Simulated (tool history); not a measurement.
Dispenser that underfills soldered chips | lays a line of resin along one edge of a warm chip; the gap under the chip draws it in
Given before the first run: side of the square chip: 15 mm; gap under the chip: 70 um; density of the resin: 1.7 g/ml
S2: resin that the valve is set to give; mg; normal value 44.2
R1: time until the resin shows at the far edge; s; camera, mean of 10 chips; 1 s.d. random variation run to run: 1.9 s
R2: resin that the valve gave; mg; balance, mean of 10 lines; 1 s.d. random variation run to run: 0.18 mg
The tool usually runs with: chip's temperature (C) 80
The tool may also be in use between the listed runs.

Run 1, day 0.000: usual settings. Result: R1 212.3 s, R2 42.50 mg.
Run 2, day 0.088: usual settings. Result: R1 231.1 s, R2 42.71 mg.
Run 3, day 0.212: usual settings but chip's temperature (C) 90. Result: R1 210.3 s, R2 42.30 mg.
Run 4, day 0.358: usual settings. Result: R1 334.9 s, R2 42.39 mg.
At day 0.533: new syringe of resin.
Run 5, day 0.554: usual settings but S2 43.8 mg. Result: R1 188.4 s, R2 41.72 mg.
Run 6, day 0.712: usual settings. Result: R1 236.3 s, R2 42.12 mg.
At day 0.888: dispensing valve cleaned and set on the balance.
Run 7, day 0.921: usual settings. Result: R1 287.3 s, R2 44.28 mg.
Run 8, day 1.012: usual settings. Result: R1 324.5 s, R2 44.24 mg.
At day 1.200: new syringe of resin.
Run 9, day 1.204: usual settings but S2 41.1 mg. Result: R1 181.3 s, R2 41.22 mg.
Run 10, day 1.350: usual settings. Result: R1 219.8 s, R2 43.75 mg.
Run 11, day 1.450: usual settings. Result: R1 256.7 s, R2 44.05 mg.
Run 12, day 1.562: usual settings. Result: R1 294.5 s, R2 43.80 mg.
Run 13, day 1.750: usual settings. Result: R1 382.0 s, R2 43.84 mg.
At day 1.821: new syringe of resin.
Run 14, day 1.858: usual settings. Result: R1 186.4 s, R2 43.72 mg.
Run 15, day 1.979: usual settings. Result: R1 225.0 s, R2 43.33 mg.
Run 16, day 2.058: usual settings. Result: R1 249.9 s, R2 43.84 mg.
Run 17, day 2.200: usual settings. Result: R1 302.3 s, R2 43.39 mg.
Run 18, day 2.283: usual settings but S2 45.0 mg. Result: R1 338.4 s, R2 44.26 mg.
At day 2.446: new syringe of resin.
Run 19, day 2.483: usual settings but chip's temperature (C) 69, S2 43.0 mg. Result: R1 269.0 s, R2 42.14 mg.
Run 20, day 2.579: usual settings but chip's temperature (C) 68, S2 48.3 mg. Result: R1 309.6 s, R2 47.08 mg.
Run 21, day 2.775: usual settings but chip's temperature (C) 67, S2 44.8 mg. Result: R1 418.1 s, R2 43.91 mg.
Run 22, day 2.862: usual settings but chip's temperature (C) 68, S2 46.2 mg. Result: R1 470.1 s, R2 44.73 mg.
Run 23, day 2.954: usual settings but chip's temperature (C) 76, S2 53.0 mg. Result: R1 401.7 s, R2 51.68 mg.
At day 3.067: new syringe of resin.
Run 24, day 3.150: usual settings but chip's temperature (C) 71, S2 44.1 mg. Result: R1 267.5 s, R2 42.55 mg.
Run 25, day 3.312: usual settings but chip's temperature (C) 95, S2 52.2 mg. Result: R1 160.1 s, R2 50.76 mg.
Run 26, day 3.404: usual settings but chip's temperature (C) 69, S2 38.4 mg. Result: R1 410.2 s, R2 37.18 mg.
Run 27, day 3.596: usual settings but chip's temperature (C) 77, S2 41.8 mg. Result: R1 400.9 s, R2 40.35 mg.
At day 3.683: new syringe of resin.
Run 28, day 3.704: usual settings but chip's temperature (C) 77, S2 41.8 mg. Result: R1 204.4 s, R2 39.68 mg.
Run 29, day 3.858: usual settings but chip's temperature (C) 77, S2 41.8 mg. Result: R1 253.9 s, R2 40.28 mg.
Run 30, day 4.012: usual settings but chip's temperature (C) 77, S2 41.8 mg. Result: R1 312.2 s, R2 39.66 mg.
Run 31, day 4.096: usual settings but chip's temperature (C) 65, S2 56.5 mg. Result: R1 491.3 s, R2 53.68 mg.
At day 4.300: new syringe of resin.
Run 32, day 4.300: usual settings but chip's temperature (C) 71, S2 39.4 mg. Result: R1 248.1 s, R2 37.45 mg.
At day 4.425: dispensing valve cleaned and set on the balance.
Run 33, day 4.446: usual settings but chip's temperature (C) 91, S2 48.1 mg. Result: R1 150.0 s, R2 47.76 mg.
Run 34, day 4.633: usual settings but chip's temperature (C) 91, S2 48.1 mg. Result: R1 191.1 s, R2 48.06 mg.
Run 35, day 4.817: usual settings but chip's temperature (C) 91, S2 48.1 mg. Result: R1 246.1 s, R2 47.95 mg.
At day 4.958: new syringe of resin.
Run 36, day 4.988: usual settings but chip's temperature (C) 79, S2 41.7 mg. Result: R1 194.6 s, R2 41.20 mg.

Forecast each of these 4 alternatives for the next run:
Run A, day 5.088: usual settings but chip's temperature (C) 68, S2 42.2 mg. Result: R1 ?, R2 ?.
Run B, day 5.088: usual settings but chip's temperature (C) 77. Result: R1 ?, R2 ?.
Run C, day 5.088: usual settings but chip's temperature (C) 92. Result: R1 ?, R2 ?.
Run D, day 5.088: usual settings but chip's temperature (C) 89, S2 56.8 mg. Result: R1 ?, R2 ?.

run     R1     R2
  A  315.8  41.74
  B  238.6  43.87
  C  153.0  43.58
  D  165.9  56.15
Take away the tool's hidden state, keep each run's random variation, and the runs would have read:
run     R1     R2
  A  268.0  42.16
  B  202.4  44.32
  C  129.6  44.02
  D  140.6  56.71
